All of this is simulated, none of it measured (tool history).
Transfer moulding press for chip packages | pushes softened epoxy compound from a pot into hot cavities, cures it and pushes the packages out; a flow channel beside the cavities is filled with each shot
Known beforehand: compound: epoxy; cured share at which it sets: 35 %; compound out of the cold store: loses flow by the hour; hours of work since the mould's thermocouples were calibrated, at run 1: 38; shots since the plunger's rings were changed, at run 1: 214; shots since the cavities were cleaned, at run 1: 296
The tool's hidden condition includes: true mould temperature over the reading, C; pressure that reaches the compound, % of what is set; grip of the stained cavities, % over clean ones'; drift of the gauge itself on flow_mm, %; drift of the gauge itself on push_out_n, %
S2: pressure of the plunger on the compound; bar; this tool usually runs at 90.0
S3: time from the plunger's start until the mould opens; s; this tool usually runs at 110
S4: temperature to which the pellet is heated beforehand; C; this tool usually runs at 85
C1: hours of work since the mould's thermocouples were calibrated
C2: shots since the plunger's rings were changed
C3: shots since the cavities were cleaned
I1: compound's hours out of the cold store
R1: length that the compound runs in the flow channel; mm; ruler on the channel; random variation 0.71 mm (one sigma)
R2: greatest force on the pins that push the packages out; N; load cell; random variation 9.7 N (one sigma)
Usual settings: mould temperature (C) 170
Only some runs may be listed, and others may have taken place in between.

run 1 hour=0.0 | mould_temperature_(C)=170 S2=90.0 S3=110 S4=85 | C1=38 C2=214 C3=296 | I1=35.5 | R1=488.3 R2=625
run 2 hour=10.5 | mould_temperature_(C)=176 S2=90.0 S3=110 S4=85 | C1=43 C2=297 C3=379 | I1=34.7 | R1=477.9 R2=570
run 3 hour=16.7 | mould_temperature_(C)=170 S2=70.5 S3=110 S4=85 | C1=46 C2=346 C3=428 | I1=20.4 | R1=452.7 R2=679
run 4 hour=24.9 | mould_temperature_(C)=170 S2=70.5 S3=110 S4=85 | C1=49 C2=410 C3=492 | I1=11.9 | R1=465.1 R2=710
run 5 hour=33.2 | mould_temperature_(C)=170 S2=70.5 S3=110 S4=85 | C1=53 C2=475 C3=557 | I1=32.0 | R1=436.3 R2=740
run 6 hour=41.6 | mould_temperature_(C)=170 S2=90.0 S3=110 S4=85 | C1=57 C2=541 C3=623 | I1=30.1 | R1=495.0 R2=764
run 7 hour=49.1 | mould_temperature_(C)=170 S2=90.0 S3=110 S4=85 | C1=60 C2=600 C3=682 | I1=43.9 | R1=474.9 R2=743
run 8 hour=53.9 | mould_temperature_(C)=170 S2=90.0 S3=110 S4=85 | C1=62 C2=638 C3=720 | I1=22.7 | R1=505.9 R2=795
run 9 hour=62.7 | mould_temperature_(C)=170 S2=90.0 S3=115 S4=85 | C1=66 C2=707 C3=789 | I1=23.5 | R1=505.2 R2=749
run 10 hour=71.8 | mould_temperature_(C)=170 S2=90.0 S3=115 S4=85 | C1=71 C2=778 C3=860 | I1=18.4 | R1=512.7 R2=765
-- hour=75.6 cavities cleaned with cleaning compound and waxed
run 11 hour=80.6 | mould_temperature_(C)=170 S2=90.0 S3=110 S4=77 | C1=74 C2=836 C3=39 | I1=35.9 | R1=485.5 R2=487
run 12 hour=90.3 | mould_temperature_(C)=170 S2=90.0 S3=110 S4=85 | C1=78 C2=912 C3=115 | I1=31.2 | R1=494.3 R2=531
run 13 hour=101.5 | mould_temperature_(C)=170 S2=90.0 S3=110 S4=85 | C1=83 C2=1000 C3=203 | I1=18.9 | R1=510.9 R2=588
run 14 hour=107.2 | mould_temperature_(C)=170 S2=90.0 S3=110 S4=85 | C1=86 C2=1045 C3=248 | I1=12.7 | R1=520.9 R2=659
run 15 hour=114.5 | mould_temperature_(C)=171 S2=90.0 S3=149 S4=76 | C1=89 C2=1102 C3=305 | I1=32.1 | R1=489.7 R2=509
run 16 hour=121.4 | mould_temperature_(C)=170 S2=90.0 S3=92 S4=85 | C1=92 C2=1156 C3=359 | I1=30.3 | R1=493.2 R2=972
run 17 hour=127.1 | mould_temperature_(C)=170 S2=90.0 S3=145 S4=75 | C1=95 C2=1201 C3=404 | I1=18.4 | R1=512.0 R2=563
run 18 hour=136.3 | mould_temperature_(C)=170 S2=90.0 S3=145 S4=88 | C1=99 C2=1274 C3=477 | I1=46.0 | R1=470.6 R2=568
run 19 hour=144.7 | mould_temperature_(C)=170 S2=90.0 S3=129 S4=76 | C1=103 C2=1340 C3=543 | I1=46.9 | R1=468.3 R2=628
run 20 hour=149.9 | mould_temperature_(C)=162 S2=69.2 S3=97 S4=95 | C1=105 C2=1381 C3=584 | I1=41.5 | R1=430.8 R2=1550
run 21 hour=160.9 | mould_temperature_(C)=170 S2=90.0 S3=123 S4=82 | C1=110 C2=1467 C3=670 | I1=11.7 | R1=522.3 R2=695
run 22 hour=169.0 | mould_temperature_(C)=170 S2=90.0 S3=129 S4=90 | C1=114 C2=1531 C3=734 | I1=14.8 | R1=516.3 R2=673
run 23 hour=179.0 | mould_temperature_(C)=170 S2=90.0 S3=129 S4=90 | C1=119 C2=1610 C3=813 | I1=11.0 | R1=522.5 R2=679

Run 24 has not been measured yet. What should we expect?
-- hour=188.3 cavities cleaned with cleaning compound and waxed
run 24 hour=191.2 | mould_temperature_(C)=170 S2=81.2 S3=98 S4=85 | C1=123 C2=1693 C3=22 | I1=43.7 | R1=? R2=?

R1: 448.0 mm
R2: 568 N
With the hidden condition absent and the run-to-run variation left alone, this run would have shown R1 453.0 mm, R2 516 N.
